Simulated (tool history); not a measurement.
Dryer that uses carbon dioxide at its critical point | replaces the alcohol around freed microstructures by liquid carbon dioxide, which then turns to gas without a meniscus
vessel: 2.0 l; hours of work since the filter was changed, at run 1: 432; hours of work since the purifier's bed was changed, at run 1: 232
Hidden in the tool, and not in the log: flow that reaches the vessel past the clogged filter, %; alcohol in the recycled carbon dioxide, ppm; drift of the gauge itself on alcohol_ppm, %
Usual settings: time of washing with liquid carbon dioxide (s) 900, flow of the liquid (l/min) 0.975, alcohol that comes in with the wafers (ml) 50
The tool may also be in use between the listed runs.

| run | hour | time of washing with liquid carbon dioxide (s) | flow of the liquid (l/min) | alcohol that comes in with the wafers (ml) | hours of work since the filter was changed | hours of work since the purifier's bed was changed | alcohol left in the vessel before it's heated (ppm by volume) |
|---|---|---|---|---|---|---|---|
| 1 | 0 | 900 | 0.975 | 50 | 432 | 232 | 175 |
|  | 9.8 | inlet filter changed |
| 2 | 11 | 900 | 0.975 | 50 | 1 | 239 | 132 |
| 3 | 18.6 | 900 | 1.385 | 50 | 7 | 245 | 53 |
| 4 | 28.4 | 900 | 0.702 | 50 | 14 | 252 | 478 |
| 5 | 39.2 | 840 | 0.975 | 50 | 22 | 260 | 172 |
| 6 | 45.2 | 840 | 0.975 | 50 | 26 | 265 | 180 |
| 7 | 50.4 | 840 | 0.975 | 50 | 30 | 268 | 173 |
| 8 | 56.4 | 900 | 0.975 | 72 | 34 | 273 | 190 |
| 9 | 62.1 | 840 | 0.975 | 50 | 39 | 277 | 180 |
| 10 | 72 | 840 | 0.975 | 50 | 46 | 284 | 185 |
| 11 | 77.3 | 840 | 0.975 | 50 | 50 | 288 | 177 |
| 12 | 85 | 840 | 1.27 | 50 | 56 | 294 | 87 |
| 13 | 92.8 | 720 | 1.123 | 50 | 61 | 300 | 189 |

Forecast run 14:
| 14 | 98.6 | 720 | 1.123 | 50 | 66 | 304 | ? |

alcohol left in the vessel before it's heated (ppm by volume): 190
Without the tool's hidden state the same run would have given alcohol left in the vessel before it's heated (ppm by volume) 125.

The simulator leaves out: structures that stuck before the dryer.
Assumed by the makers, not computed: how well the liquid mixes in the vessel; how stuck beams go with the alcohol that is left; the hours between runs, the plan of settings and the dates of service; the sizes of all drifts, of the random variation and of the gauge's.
